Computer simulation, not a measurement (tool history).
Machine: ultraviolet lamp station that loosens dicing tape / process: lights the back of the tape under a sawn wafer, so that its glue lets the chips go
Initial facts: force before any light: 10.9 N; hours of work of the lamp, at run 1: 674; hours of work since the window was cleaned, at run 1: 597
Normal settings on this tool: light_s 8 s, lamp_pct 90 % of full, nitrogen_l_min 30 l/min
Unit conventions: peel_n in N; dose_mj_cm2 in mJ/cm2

run     day  light_s  lamp_pct  nitrogen_l_min  hours of work of the lamp  hours of work since the window was cleaned  peel_n  dose_mj_cm2
  1       0        8        90              30                        674                                         597   1.671          290
  2   1.425        8        90              30                        697                                         619   1.722          279
      3.633  -- window cleaned of glue's vapour
  3   3.667        8        90              30                        731                                           1   1.212          339
  4   6.762        8        90              30                        779                                          49   1.274          330
  5   9.771        8        90              30                        826                                          95   1.339          324
  6  11.104       10        90              30                        847                                         116   0.831          400
  7  12.417       10        90              30                        867                                         136   0.915          394
  8  13.958       10        90              30                        891                                         160   0.896          390
  9   16.15       10        90              30                        925                                         194   0.923          377
 10  18.879        8        68              30                        967                                         237   2.552          223
 11  20.188        8        68              30                        987                                         257   2.576          221
 12  22.533        8        90              30                       1024                                         293   1.637          287
 13  24.012        7        90              30                       1047                                         316   2.166          249
 14  26.471        7        90              30                       1085                                         355   2.303          243
 15  28.483        8        90              30                       1116                                         386   1.836          271
 16  30.842        8        90              30                       1153                                         422   1.896          263
 17  32.296        8        90              30                       1175                                         445   1.951          264
 18  34.271        8        90              30                       1206                                         476   2.029          256
 19  35.871        8        90              31                       1231                                         501   1.975          255
 20  38.138        8        90              31                       1266                                         536   2.125          246
 21  40.829        8        90              30                       1308                                         578   2.204          244
 22  43.021        9        82              13                       1342                                         612   3.205          243
 23  45.133       10        88              13                       1375                                         644   2.738          283
     45.879  -- window cleaned of glue's vapour
 24  47.683        6        88              38                       1414                                          28   2.677          206
 25  50.233        6        88              38                       1454                                          68   2.687          196
 26  52.667       13        69              30                       1491                                         105   1.289          327
 27  54.671        8        69              39                       1523                                         136   2.663          199
 28  57.417        8        90              17                       1565                                         179   2.744          256
 29   59.65        8        90              17                       1600                                         214   2.884          245
 30  62.558        7        69              30                       1645                                         259   3.821          156
 31  64.279        8        90              42                       1672                                         286   1.968          232
 32  66.879       15        83              18                       1712                                         326   1.261          393
 33  68.567        8        82              33                       1738                                         352   2.618          202
 34  70.517        8        82              33                       1769                                         382   2.903          197
 35  72.529        7        90              36                       1800                                         414   2.948          188
 36  75.483       10        90              10                       1846                                         460   3.297          260
 37  77.333        8        91              30                       1874                                         488   2.741          208
 38  80.296        8        70              30                       1920                                         534     3.8          152
 39  82.612       10        69              28                       1956                                         570   3.181          182
 40  83.975        7        78              28                       1977                                         591   4.341          146
     85.212  -- lamp changed
 41  86.504        4        85              55                         20                                         630    3.32          157
     88.162  -- window cleaned of glue's vapour
 42  88.621       11        85              55                         53                                           7   0.295          520

Results for each run, recomputed without the tool's hidden state and with each run's random variation untouched:
What the log doesn't record here: lamp's light, % of a new lamp's; light that the window lets through, % of a clean one's; drift of the gauge itself on peel_n, %; drift of the gauge itself on dose_mj_cm2, %.
run  peel_n  dose_mj_cm2
  1   0.821          409
  2   0.825          400
  3   0.822          405
  4   0.815          405
  5   0.815          408
  6   0.454          509
  7   0.491          508
  8   0.466          508
  9   0.457          502
 10   1.516          305
 11   1.508          306
 12   0.801          405
 13   1.112          356
 14   1.147          355
 15   0.823          404
 16   0.813          403
 17   0.818          407
 18   0.831          403
 19   0.778          408
 20   0.805          402
 21   0.817          407
 22   1.399          415
 23   1.013          497
 24   1.403          301
 25    1.37          297
 26   0.474          504
 27   1.238          312
 28   1.227          411
 29   1.248          404
 30   1.862          268
 31   0.637          402
 32   0.317          700
 33   0.907          368
 34   0.987          366
 35   0.985          355
 36   1.136          504
 37   0.785          412
 38    1.35          313
 39   0.905          385
 40   1.556          309
 41   2.567          191
 42    0.28          531
